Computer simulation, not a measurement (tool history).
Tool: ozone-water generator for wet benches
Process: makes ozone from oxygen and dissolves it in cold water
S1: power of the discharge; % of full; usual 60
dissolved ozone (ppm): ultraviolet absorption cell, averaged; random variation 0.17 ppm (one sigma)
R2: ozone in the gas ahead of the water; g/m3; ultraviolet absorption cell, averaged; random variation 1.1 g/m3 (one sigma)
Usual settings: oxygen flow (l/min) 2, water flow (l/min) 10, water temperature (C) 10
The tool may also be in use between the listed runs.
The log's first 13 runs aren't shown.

{"run": 14, "hour": 469.3, "S1": 75, "oxygen flow (l/min)": 2, "water flow (l/min)": 10, "water temperature (C)": 10, "dissolved ozone (ppm)": 25.1, "R2": 231.2}
{"run": 15, "hour": 514.3, "S1": 60, "oxygen flow (l/min)": 2, "water flow (l/min)": 10, "water temperature (C)": 10, "dissolved ozone (ppm)": 21.3, "R2": 195.5}
{"run": 16, "hour": 542.1, "S1": 60, "oxygen flow (l/min)": 2, "water flow (l/min)": 10, "water temperature (C)": 10, "dissolved ozone (ppm)": 21.2, "R2": 194}
{"run": 17, "hour": 583.2, "S1": 87, "oxygen flow (l/min)": 2, "water flow (l/min)": 10, "water temperature (C)": 10, "dissolved ozone (ppm)": 27.2, "R2": 253.9}
{"run": 18, "hour": 628.3, "S1": 45, "oxygen flow (l/min)": 2.59, "water flow (l/min)": 10, "water temperature (C)": 8, "dissolved ozone (ppm)": 18.7, "R2": 142.6}
{"run": 19, "hour": 661.4, "S1": 45, "oxygen flow (l/min)": 2.59, "water flow (l/min)": 10, "water temperature (C)": 8, "dissolved ozone (ppm)": 18.7, "R2": 144}
{"run": 20, "hour": 696.3, "S1": 47, "oxygen flow (l/min)": 2, "water flow (l/min)": 10, "water temperature (C)": 10, "dissolved ozone (ppm)": 17.8, "R2": 165.8}
{"run": 21, "hour": 719.7, "S1": 60, "oxygen flow (l/min)": 2, "water flow (l/min)": 14, "water temperature (C)": 7, "dissolved ozone (ppm)": 16, "R2": 196.1}
{"run": 22, "hour": 769.0, "S1": 62, "oxygen flow (l/min)": 2, "water flow (l/min)": 9, "water temperature (C)": 10, "dissolved ozone (ppm)": 23.7, "R2": 201}
{"run": 23, "hour": 793.8, "S1": 62, "oxygen flow (l/min)": 2, "water flow (l/min)": 9, "water temperature (C)": 10, "dissolved ozone (ppm)": 24, "R2": 197.9}
{"run": 24, "hour": 834.2, "S1": 60, "oxygen flow (l/min)": 2.28, "water flow (l/min)": 12, "water temperature (C)": 10, "dissolved ozone (ppm)": 18.8, "R2": 184.7}
{"run": 25, "hour": 860.8, "S1": 74, "oxygen flow (l/min)": 2.28, "water flow (l/min)": 12, "water temperature (C)": 9, "dissolved ozone (ppm)": 21.8, "R2": 211.8}
{"run": 26, "hour": 881.5, "S1": 94, "oxygen flow (l/min)": 2.28, "water flow (l/min)": 6, "water temperature (C)": 8, "dissolved ozone (ppm)": 43.6, "R2": 252.6}
{"run": 27, "hour": 918.7, "S1": 82, "oxygen flow (l/min)": 1.19, "water flow (l/min)": 10, "water temperature (C)": 10, "dissolved ozone (ppm)": 22.5, "R2": 302.6}
{"run": 28, "hour": 954.4, "S1": 66, "oxygen flow (l/min)": 1.19, "water flow (l/min)": 7, "water temperature (C)": 10, "dissolved ozone (ppm)": 26.5, "R2": 261.8}
{"run": 29, "hour": 990.2, "S1": 85, "oxygen flow (l/min)": 1.19, "water flow (l/min)": 11, "water temperature (C)": 10, "dissolved ozone (ppm)": 21, "R2": 309.7}
{"run": 30, "hour": 1010.5, "S1": 53, "oxygen flow (l/min)": 1.38, "water flow (l/min)": 13, "water temperature (C)": 6, "dissolved ozone (ppm)": 14.1, "R2": 213.3}
{"run": 31, "hour": 1056.8, "S1": 60, "oxygen flow (l/min)": 1.02, "water flow (l/min)": 10, "water temperature (C)": 11, "dissolved ozone (ppm)": 17.4, "R2": 260.8}
{"run": 32, "hour": 1093.3, "S1": 81, "oxygen flow (l/min)": 2.67, "water flow (l/min)": 10, "water temperature (C)": 10, "dissolved ozone (ppm)": 27, "R2": 207.9}

Forecast each of these 3 alternatives for the next run:
{"run": "A", "hour": 1127.8, "S1": 81, "oxygen flow (l/min)": 2.67, "water flow (l/min)": 11, "water temperature (C)": 15, "dissolved ozone (ppm)": "?", "R2": "?"}
{"run": "B", "hour": 1127.8, "S1": 45, "oxygen flow (l/min)": 2.67, "water flow (l/min)": 10, "water temperature (C)": 10, "dissolved ozone (ppm)": "?", "R2": "?"}
{"run": "C", "hour": 1127.8, "S1": 85, "oxygen flow (l/min)": 2, "water flow (l/min)": 10, "water temperature (C)": 8, "dissolved ozone (ppm)": "?", "R2": "?"}

run=A dissolved_ozone_(ppm)=23.8 R2=208.3
run=B dissolved_ozone_(ppm)=18.3 R2=139.1
run=C dissolved_ozone_(ppm)=27.2 R2=244
Without the tool's hidden state the same runs would have given:
run=A dissolved_ozone_(ppm)=25.8 R2=223.5
run=B dissolved_ozone_(ppm)=19.3 R2=145.4
run=C dissolved_ozone_(ppm)=29.6 R2=262.4

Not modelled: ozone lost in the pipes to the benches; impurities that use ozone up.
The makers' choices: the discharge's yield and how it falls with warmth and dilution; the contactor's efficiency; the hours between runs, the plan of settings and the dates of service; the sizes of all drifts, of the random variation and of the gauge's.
